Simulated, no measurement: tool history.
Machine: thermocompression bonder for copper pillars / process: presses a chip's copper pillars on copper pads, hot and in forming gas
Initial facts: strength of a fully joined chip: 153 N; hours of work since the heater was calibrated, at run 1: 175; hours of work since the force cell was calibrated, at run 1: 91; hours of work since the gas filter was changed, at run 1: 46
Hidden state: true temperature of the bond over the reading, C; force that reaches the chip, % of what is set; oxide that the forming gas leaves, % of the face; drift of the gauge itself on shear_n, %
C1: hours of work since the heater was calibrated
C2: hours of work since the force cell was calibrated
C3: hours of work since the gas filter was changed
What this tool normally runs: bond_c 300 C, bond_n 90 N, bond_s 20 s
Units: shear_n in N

run 1 hour=0 | bond_c=300 bond_n=90 bond_s=20 | C1=175 C2=91 C3=46 | shear_n=86.7
run 2 hour=6.6 | bond_c=300 bond_n=90 bond_s=20 | C1=179 C2=95 C3=49 | shear_n=85.4
run 3 hour=12 | bond_c=274 bond_n=90 bond_s=20 | C1=182 C2=97 C3=52 | shear_n=64.3
run 4 hour=16.8 | bond_c=271 bond_n=90 bond_s=20 | C1=184 C2=100 C3=54 | shear_n=62
run 5 hour=25.3 | bond_c=271 bond_n=90 bond_s=20 | C1=188 C2=104 C3=59 | shear_n=62
run 6 hour=33.4 | bond_c=275 bond_n=90 bond_s=20 | C1=192 C2=108 C3=63 | shear_n=66.8
run 7 hour=40.5 | bond_c=285 bond_n=90 bond_s=20 | C1=196 C2=112 C3=66 | shear_n=72.9
run 8 hour=48.6 | bond_c=300 bond_n=134 bond_s=50 | C1=200 C2=116 C3=70 | shear_n=134.5
run 9 hour=52.6 | bond_c=329 bond_n=59 bond_s=25 | C1=202 C2=118 C3=72 | shear_n=81.2
run 10 hour=59.5 | bond_c=300 bond_n=72 bond_s=15 | C1=205 C2=121 C3=76 | shear_n=62
run 11 hour=67.2 | bond_c=300 bond_n=72 bond_s=15 | C1=209 C2=125 C3=80 | shear_n=61.5

Below are 3 alternative next runs, each starting from the tool's condition after run 11. Predict each:
run A hour=74.2 | bond_c=295 bond_n=90 bond_s=14 | C1=213 C2=128 C3=83 | shear_n=?
run B hour=74.2 | bond_c=284 bond_n=80 bond_s=25 | C1=213 C2=128 C3=83 | shear_n=?
run C hour=74.2 | bond_c=321 bond_n=72 bond_s=13 | C1=213 C2=128 C3=83 | shear_n=?

run=A shear_n=73.4
run=B shear_n=71.4
run=C shear_n=73.5
Without the tool's unlogged condition, the same runs would have read:
run=A shear_n=78.5
run=B shear_n=76.4
run=C shear_n=78.4
